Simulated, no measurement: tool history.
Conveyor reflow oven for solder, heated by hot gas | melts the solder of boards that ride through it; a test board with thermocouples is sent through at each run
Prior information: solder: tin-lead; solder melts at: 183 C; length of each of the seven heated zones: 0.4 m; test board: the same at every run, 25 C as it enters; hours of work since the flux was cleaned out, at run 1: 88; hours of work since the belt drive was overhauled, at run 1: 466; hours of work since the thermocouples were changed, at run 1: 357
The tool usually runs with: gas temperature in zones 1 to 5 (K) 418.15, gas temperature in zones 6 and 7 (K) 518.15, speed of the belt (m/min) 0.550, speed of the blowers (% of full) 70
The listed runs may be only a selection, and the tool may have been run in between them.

run,hour,gas temperature in zones 1 to 5 (K),gas temperature in zones 6 and 7 (K),speed of the belt (m/min),speed of the blowers (% of full),hours of work since the flux was cleaned out,hours of work since the belt drive was overhauled,hours of work since the thermocouples were changed,highest temperature of the board (K),time above the solder's melting point (s)
1,0.0,418.15,518.15,0.550,70,88,466,357,498.55,75.3
2,14.1,418.15,518.15,0.455,70,98,476,367,504.55,96.2
3,22.4,418.15,518.15,0.455,70,103,482,373,504.05,96.0
4,29.4,418.15,518.15,0.455,70,108,486,378,504.45,96.4
5,42.4,418.15,518.15,0.455,70,117,495,387,504.35,96.0
6,52.4,418.15,518.15,0.455,70,124,502,394,504.45,96.7
7,60.9,418.15,518.15,0.455,70,130,508,400,504.15,96.4
8,72.8,418.15,518.15,0.455,70,139,517,408,504.05,96.1
9,82.2,418.15,518.15,0.455,70,145,523,414,504.05,96.4
10,91.3,418.15,518.15,0.455,70,151,529,421,503.85,96.4
11,100.3,418.15,518.15,0.550,70,158,536,427,498.15,74.8
12,114.6,418.15,518.15,0.550,70,168,546,437,497.95,74.6
13,122.7,418.15,533.15,0.550,70,173,551,443,510.45,83.5
14,130.5,418.15,533.15,0.550,70,179,557,448,510.65,83.0
15,139.5,418.15,533.15,0.550,70,185,563,454,510.25,83.0
16,149.2,407.15,525.15,0.572,60,192,570,461,496.75,66.0
17,156.2,418.15,527.15,0.550,76,197,575,466,506.45,81.0
18,167.9,418.15,518.15,0.441,77,205,583,474,506.05,101.2
19,178.6,427.15,527.15,0.550,70,212,590,481,507.15,85.3
20,188.0,427.15,522.15,0.555,71,219,597,488,502.65,81.9
21,195.1,418.15,511.15,0.512,74,224,602,493,494.65,78.4
# hour 201.0: flux residue cleaned out of gas plates and filters
22,209.5,425.15,511.15,0.512,74,6,608,499,495.25,82.0
23,221.6,425.15,511.15,0.519,52,14,617,508,489.95,75.3
24,236.3,425.15,511.15,0.519,52,25,627,518,489.75,75.0
25,242.4,418.15,524.15,0.550,58,29,631,522,497.75,74.3
26,255.3,418.15,524.15,0.550,58,38,640,531,497.65,74.7
# hour 269.6: flux residue cleaned out of gas plates and filters, once more
27,271.3,418.15,511.15,0.550,82,1,648,539,496.15,74.1
28,284.0,418.15,518.15,0.550,70,10,657,548,499.75,76.4
29,297.4,430.15,511.15,0.550,82,19,666,557,497.95,81.3
30,304.1,428.15,528.15,0.627,88,24,671,562,509.15,76.4

Consider 4 possible next runs. They are alternatives, not a sequence: every one starts from the tool as it was left by run 30. What does each give?
A,317.3,427.15,508.15,0.513,88,33,680,571,?,?
B,317.3,428.15,528.15,0.600,65,33,680,571,?,?
C,317.3,418.15,518.15,0.496,70,33,680,571,?,?
D,317.3,418.15,520.15,0.550,70,33,680,571,?,?

run,highest temperature of the board (K),time above the solder's melting point (s)
A,497.35,85.7
B,505.35,77.6
C,503.05,87.3
D,501.25,77.5
The same runs, with their run-to-run variation unchanged, on a tool lacking any hidden condition would have given:
run,highest temperature of the board (K),time above the solder's melting point (s)
A,496.85,83.6
B,504.65,75.6
C,502.35,85.0
D,500.55,75.4
